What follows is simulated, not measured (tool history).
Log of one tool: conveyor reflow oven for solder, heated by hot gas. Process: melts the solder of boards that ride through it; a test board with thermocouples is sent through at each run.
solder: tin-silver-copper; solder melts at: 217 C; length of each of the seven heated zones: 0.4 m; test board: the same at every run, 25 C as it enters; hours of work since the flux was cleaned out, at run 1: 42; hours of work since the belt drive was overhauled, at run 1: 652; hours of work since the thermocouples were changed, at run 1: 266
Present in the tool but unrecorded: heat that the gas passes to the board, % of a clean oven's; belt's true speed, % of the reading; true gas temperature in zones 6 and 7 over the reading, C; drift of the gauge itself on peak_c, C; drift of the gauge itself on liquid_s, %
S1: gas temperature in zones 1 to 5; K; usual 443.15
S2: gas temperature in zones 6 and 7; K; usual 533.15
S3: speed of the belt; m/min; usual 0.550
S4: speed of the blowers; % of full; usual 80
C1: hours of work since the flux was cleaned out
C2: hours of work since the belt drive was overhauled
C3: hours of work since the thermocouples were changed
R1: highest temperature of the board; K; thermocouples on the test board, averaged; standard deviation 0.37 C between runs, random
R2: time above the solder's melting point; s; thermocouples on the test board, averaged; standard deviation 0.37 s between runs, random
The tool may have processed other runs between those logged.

run 1 hour=0.0 | S1=443.15 S2=533.15 S3=0.550 S4=80 | C1=42 C2=652 C3=266 | R1=523.45 R2=64.1
run 2 hour=7.4 | S1=443.15 S2=533.15 S3=0.566 S4=80 | C1=47 C2=657 C3=271 | R1=523.05 R2=61.8
run 3 hour=17.7 | S1=443.15 S2=533.15 S3=0.566 S4=80 | C1=55 C2=664 C3=278 | R1=522.55 R2=61.5
run 4 hour=26.0 | S1=444.15 S2=533.15 S3=0.550 S4=80 | C1=60 C2=670 C3=284 | R1=522.85 R2=65.2
run 5 hour=35.3 | S1=443.15 S2=533.15 S3=0.550 S4=80 | C1=67 C2=676 C3=291 | R1=523.75 R2=63.6
run 6 hour=41.0 | S1=443.15 S2=533.15 S3=0.550 S4=80 | C1=71 C2=680 C3=295 | R1=523.55 R2=64.1
run 7 hour=47.6 | S1=443.15 S2=533.15 S3=0.550 S4=80 | C1=76 C2=685 C3=299 | R1=522.95 R2=64.2
run 8 hour=54.3 | S1=443.15 S2=533.15 S3=0.550 S4=80 | C1=80 C2=690 C3=304 | R1=523.25 R2=64.5
run 9 hour=61.2 | S1=443.15 S2=533.15 S3=0.550 S4=80 | C1=85 C2=694 C3=309 | R1=523.15 R2=64.1
run 10 hour=69.2 | S1=449.15 S2=533.15 S3=0.550 S4=81 | C1=91 C2=700 C3=314 | R1=523.95 R2=67.9
run 11 hour=78.9 | S1=449.15 S2=533.15 S3=0.550 S4=81 | C1=97 C2=707 C3=321 | R1=523.95 R2=67.1
run 12 hour=88.4 | S1=443.15 S2=533.15 S3=0.452 S4=67 | C1=104 C2=714 C3=328 | R1=525.85 R2=82.0
run 13 hour=98.1 | S1=443.15 S2=532.15 S3=0.550 S4=53 | C1=111 C2=720 C3=335 | R1=517.25 R2=56.1
run 14 hour=103.6 | S1=443.15 S2=533.15 S3=0.450 S4=61 | C1=115 C2=724 C3=339 | R1=524.65 R2=81.1
run 15 hour=110.5 | S1=443.15 S2=533.15 S3=0.450 S4=61 | C1=119 C2=729 C3=343 | R1=524.65 R2=81.1
run 16 hour=115.7 | S1=443.15 S2=533.15 S3=0.450 S4=61 | C1=123 C2=733 C3=347 | R1=525.05 R2=80.1
run 17 hour=125.0 | S1=439.15 S2=537.15 S3=0.647 S4=51 | C1=130 C2=739 C3=353 | R1=513.45 R2=41.7

Consider 3 possible next runs. They are alternatives, not a sequence: every one starts from the tool as it was left by run 17. What does each give?
run A hour=130.6 | S1=439.15 S2=540.15 S3=0.647 S4=51 | C1=134 C2=743 C3=357 | R1=? R2=?
run B hour=130.6 | S1=449.15 S2=533.15 S3=0.550 S4=79 | C1=134 C2=743 C3=357 | R1=? R2=?
run C hour=130.6 | S1=457.15 S2=537.15 S3=0.647 S4=51 | C1=134 C2=743 C3=357 | R1=? R2=?

run=A R1=516.85 R2=43.8
run=B R1=523.85 R2=67.3
run=C R1=518.55 R2=51.7
With the hidden condition removed and each run's random variation left untouched, the same runs would have given:
run=A R1=516.95 R2=43.8
run=B R1=523.95 R2=67.3
run=C R1=518.65 R2=51.7
